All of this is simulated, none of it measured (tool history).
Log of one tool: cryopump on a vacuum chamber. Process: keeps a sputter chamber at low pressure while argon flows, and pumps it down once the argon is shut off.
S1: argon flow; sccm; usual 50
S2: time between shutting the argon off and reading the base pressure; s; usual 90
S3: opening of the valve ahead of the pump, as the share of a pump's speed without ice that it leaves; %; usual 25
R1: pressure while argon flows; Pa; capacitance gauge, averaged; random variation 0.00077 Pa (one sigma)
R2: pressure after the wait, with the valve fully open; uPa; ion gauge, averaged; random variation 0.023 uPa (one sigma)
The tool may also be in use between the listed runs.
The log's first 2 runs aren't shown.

{"run": 3, "hour": 77.9, "S1": 50, "S2": 90, "S3": 25, "R1": 0.1484, "R2": 1.06}
{"run": 4, "hour": 117.1, "S1": 50, "S2": 47, "S3": 25, "R1": 0.1495, "R2": 1.76}
{"run": 5, "hour": 153.8, "S1": 50, "S2": 47, "S3": 25, "R1": 0.1513, "R2": 1.72}
{"run": 6, "hour": 186.0, "S1": 50, "S2": 47, "S3": 25, "R1": 0.1524, "R2": 1.74}
{"run": 7, "hour": 218.2, "S1": 50, "S2": 90, "S3": 25, "R1": 0.1519, "R2": 1.12}
{"run": 8, "hour": 236.9, "S1": 50, "S2": 90, "S3": 25, "R1": 0.1531, "R2": 1.22}
{"run": 9, "hour": 270.3, "S1": 50, "S2": 90, "S3": 25, "R1": 0.1538, "R2": 1.13}
{"run": 10, "hour": 296.6, "S1": 50, "S2": 90, "S3": 25, "R1": 0.155, "R2": 1.16}
{"run": 11, "hour": 333.2, "S1": 50, "S2": 90, "S3": 25, "R1": 0.1551, "R2": 1.17}
{"run": 12, "hour": 374.7, "S1": 50, "S2": 90, "S3": 25, "R1": 0.1554, "R2": 1.22}
{"run": 13, "hour": 403.9, "S1": 24, "S2": 90, "S3": 25, "R1": 0.0756, "R2": 1.21}
{"run": 14, "hour": 425.1, "S1": 24, "S2": 90, "S3": 25, "R1": 0.075, "R2": 1.22}
{"run": 15, "hour": 466.9, "S1": 24, "S2": 90, "S3": 25, "R1": 0.075, "R2": 1.26}
{"run": 16, "hour": 486.3, "S1": 24, "S2": 90, "S3": 25, "R1": 0.0766, "R2": 1.25}
{"run": 17, "hour": 519.8, "S1": 50, "S2": 90, "S3": 34, "R1": 0.1223, "R2": 1.29}
{"run": 18, "hour": 543.4, "S1": 50, "S2": 90, "S3": 34, "R1": 0.1223, "R2": 1.35}
{"hour": 553.8, "done": "pump warmed up, emptied and cooled again"}
{"run": 19, "hour": 578.3, "S1": 39, "S2": 20, "S3": 40, "R1": 0.0718, "R2": 3.44}
{"run": 20, "hour": 621.4, "S1": 23, "S2": 20, "S3": 31, "R1": 0.0549, "R2": 3.56}
{"run": 21, "hour": 654.8, "S1": 35, "S2": 90, "S3": 25, "R1": 0.1029, "R2": 1.12}
{"run": 22, "hour": 681.1, "S1": 38, "S2": 90, "S3": 29, "R1": 0.0978, "R2": 1.18}
{"run": 23, "hour": 701.4, "S1": 38, "S2": 90, "S3": 29, "R1": 0.0979, "R2": 1.22}
{"run": 24, "hour": 736.9, "S1": 33, "S2": 90, "S3": 29, "R1": 0.0855, "R2": 1.18}
{"run": 25, "hour": 763.2, "S1": 72, "S2": 90, "S3": 33, "R1": 0.1656, "R2": 1.21}

Run 26 comes next. What will it give?
{"run": 26, "hour": 788.5, "S1": 25, "S2": 48, "S3": 55, "R1": "?", "R2": "?"}

{"run 26": {"R1": 0.0349, "R2": 1.83}}
Without the tool's hidden state the same run would have given R1 0.0325 Pa, R2 1.41 uPa.
